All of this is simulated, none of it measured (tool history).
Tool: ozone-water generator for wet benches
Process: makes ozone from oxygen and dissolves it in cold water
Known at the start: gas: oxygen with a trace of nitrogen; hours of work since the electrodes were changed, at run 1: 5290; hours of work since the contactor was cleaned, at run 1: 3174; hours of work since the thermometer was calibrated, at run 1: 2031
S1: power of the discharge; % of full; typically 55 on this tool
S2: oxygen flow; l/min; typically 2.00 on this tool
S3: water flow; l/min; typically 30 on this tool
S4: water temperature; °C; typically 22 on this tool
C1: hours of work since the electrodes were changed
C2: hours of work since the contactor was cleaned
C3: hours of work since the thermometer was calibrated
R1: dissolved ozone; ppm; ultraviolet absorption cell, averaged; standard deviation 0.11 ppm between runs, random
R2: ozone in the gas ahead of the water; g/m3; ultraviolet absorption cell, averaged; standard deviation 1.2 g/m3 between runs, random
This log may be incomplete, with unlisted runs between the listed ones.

run    hour  S1    S2  S3  S4    C1    C2    C3    R1     R2
  1     0.0  55  2.00  30  22  5290  3174  2031   8.0  191.3
  2   137.3  55  2.00  30  22  5417  3301  2158   8.3  192.3
  3   222.0  55  2.00  30  22  5495  3380  2236   8.1  188.3
  4   301.6  55  2.00  30  22  5569  3453  2310   8.0  192.4
  5   478.7  55  2.00  30  22  5733  3617  2474   8.0  190.2
      582.0  -- water thermometer calibrated
  6   638.7  55  2.00  30  22  5881  3765    52   7.9  189.2
  7   823.4  55  2.00  40  22  6051  3936   223   5.8  187.3
      887.1  -- contactor cleaned
  8   907.4  55  2.00  40  22  6126    19   297   6.3  188.0
  9  1009.8  55  2.40  30  22  6220   114   392   8.5  170.3
 10  1168.4  55  2.40  30  22  6367   260   539   8.8  171.5
 11  1313.6  55  2.00  30  22  6502   395   673   8.2  185.6
 12  1428.8  55  2.00  30  22  6608   501   780   8.2  187.3
 13  1514.0  55  2.00  30  22  6687   580   859   8.2  183.8
 14  1648.0  55  2.00  30  22  6811   704   983   8.0  185.2
 15  1799.3  55  1.43  30  22  6951   844  1123   7.5  220.7
 16  1937.4  55  1.43  30  22  7079   972  1251   7.3  221.2
 17  2040.0  56  3.46  44  22  7174  1067  1346   6.5  137.9
 18  2128.5  56  3.46  44  22  7256  1149  1428   6.5  137.8
 19  2313.9  56  3.46  44  22  7428  1321  1599   6.1  138.5
 20  2401.7  56  3.46  44  22  7509  1402  1681   6.3  137.2
 21  2548.1  55  2.53  30  17  7644  1538  1816   8.6  160.8
 22  2730.6  47  3.30  35  14  7813  1707  1985   7.6  127.3
 23  2828.5  47  3.30  35  14  7904  1797  2076   7.4  125.6
 24  2985.4  47  3.07  35  27  8049  1942  2221   6.6  131.4
 25  3076.7  40  1.06  20  15  8134  2027  2306   8.1  211.8
 26  3231.2  40  1.06  20  15  8277  2170  2449   8.4  211.6
 27  3350.1  40  1.06  20  15  8387  2280  2559   8.2  210.3
     3364.5  -- water thermometer calibrated
 28  3465.7  40  1.06  20  15  8493  2387    94   8.2  210.4
 29  3604.5  40  1.06  20  15  8622  2515   222   8.1  208.5
 30  3743.7  53  2.00  30  22  8751  2644   351   7.6  172.8
 31  3822.2  55  2.92  18  22  8823  2717   424  12.5  144.1
 32  3959.8  55  2.92  18  22  8951  2844   551  12.8  144.3

Alternative continuations, all from the tool just after run 32; predict every row:
  A  4077.5  79  2.92  25  19  9060  2953  660   ?   ?
  B  4077.5  62  3.28  30  22  9060  2953  660   ?   ?
  C  4077.5  55  2.90  18  28  9060  2953  660   ?   ?

run    R1     R2
  A  12.1  174.9
  B   9.0  142.1
  C  11.7  144.3
Without the tool's hidden state the same runs would have given:
run    R1     R2
  A  15.9  223.3
  B  11.5  175.7
  C  14.6  175.4

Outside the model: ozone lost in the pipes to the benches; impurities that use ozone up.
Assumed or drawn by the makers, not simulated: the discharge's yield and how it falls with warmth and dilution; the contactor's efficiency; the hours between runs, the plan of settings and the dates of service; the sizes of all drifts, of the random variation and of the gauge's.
